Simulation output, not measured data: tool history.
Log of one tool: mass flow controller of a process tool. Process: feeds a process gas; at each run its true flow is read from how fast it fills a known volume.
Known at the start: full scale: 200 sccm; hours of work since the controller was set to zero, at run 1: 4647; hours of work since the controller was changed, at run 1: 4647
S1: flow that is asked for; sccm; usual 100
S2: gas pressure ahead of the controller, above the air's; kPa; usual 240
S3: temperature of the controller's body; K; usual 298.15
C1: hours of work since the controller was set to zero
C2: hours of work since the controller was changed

Run 1, hour 0.0: usual settings; C1 4647; C2 4647. Result: true flow (%) 98.84.
Run 2, hour 244.8: usual settings; C1 4736; C2 4736. Result: true flow (%) 98.94.
Run 3, hour 572.9: usual settings; C1 4855; C2 4855. Result: true flow (%) 98.87.
Run 4, hour 949.8: usual settings but S3 295.15 K; C1 4991; C2 4991. Result: true flow (%) 98.71.
Run 5, hour 1153.3: usual settings but S1 33 sccm; C1 5065; C2 5065. Result: true flow (%) 98.25.
Run 6, hour 1416.7: usual settings but S1 62 sccm; C1 5161; C2 5161. Result: true flow (%) 98.60.
Run 7, hour 1625.6: usual settings but S1 62 sccm; C1 5236; C2 5236. Result: true flow (%) 98.54.
Run 8, hour 2006.9: usual settings but S1 62 sccm; C1 5375; C2 5375. Result: true flow (%) 98.56.
Run 9, hour 2340.8: usual settings but S1 62 sccm; C1 5496; C2 5496. Result: true flow (%) 98.52.
Run 10, hour 2559.0: usual settings but S1 62 sccm; C1 5575; C2 5575. Result: true flow (%) 98.54.
Run 11, hour 2884.5: usual settings but S1 39 sccm, S2 198 kPa; C1 5693; C2 5693. Result: true flow (%) 98.55.
Run 12, hour 3165.7: usual settings but S1 39 sccm, S2 142 kPa; C1 5795; C2 5795. Result: true flow (%) 98.94.
Run 13, hour 3431.1: usual settings but S1 78 sccm; C1 5891; C2 5891. Result: true flow (%) 98.69.
Run 14, hour 3767.5: usual settings but S3 304.15 K; C1 6013; C2 6013. Result: true flow (%) 99.13.
Run 15, hour 3994.6: usual settings but S1 113 sccm, S3 300.15 K; C1 6095; C2 6095. Result: true flow (%) 99.04.
Run 16, hour 4205.7: usual settings but S1 104 sccm, S2 253 kPa; C1 6172; C2 6172. Result: true flow (%) 98.83.
Run 17, hour 4527.2: usual settings but S1 199 sccm; C1 6289; C2 6289. Result: true flow (%) 99.72.
Run 18, hour 4732.7: usual settings but S1 103 sccm, S2 202 kPa; C1 6363; C2 6363. Result: true flow (%) 99.09.

Forecast each of these 3 alternatives for the next run:
Run A, hour 5029.9: usual settings but S2 202 kPa, S3 294.15 K; C1 6471; C2 6471. Result: true flow (%) ?.
Run B, hour 5029.9: usual settings but S1 103 sccm, S2 202 kPa, S3 294.15 K; C1 6471; C2 6471. Result: true flow (%) ?.
Run C, hour 5029.9: usual settings but S3 310.15 K; C1 6471; C2 6471. Result: true flow (%) ?.

run  true flow (%)
  A          98.93
  B          99.03
  C          99.41
Without the tool's hidden state the same runs would have given:
run  true flow (%)
  A          98.96
  B          99.06
  C          99.44
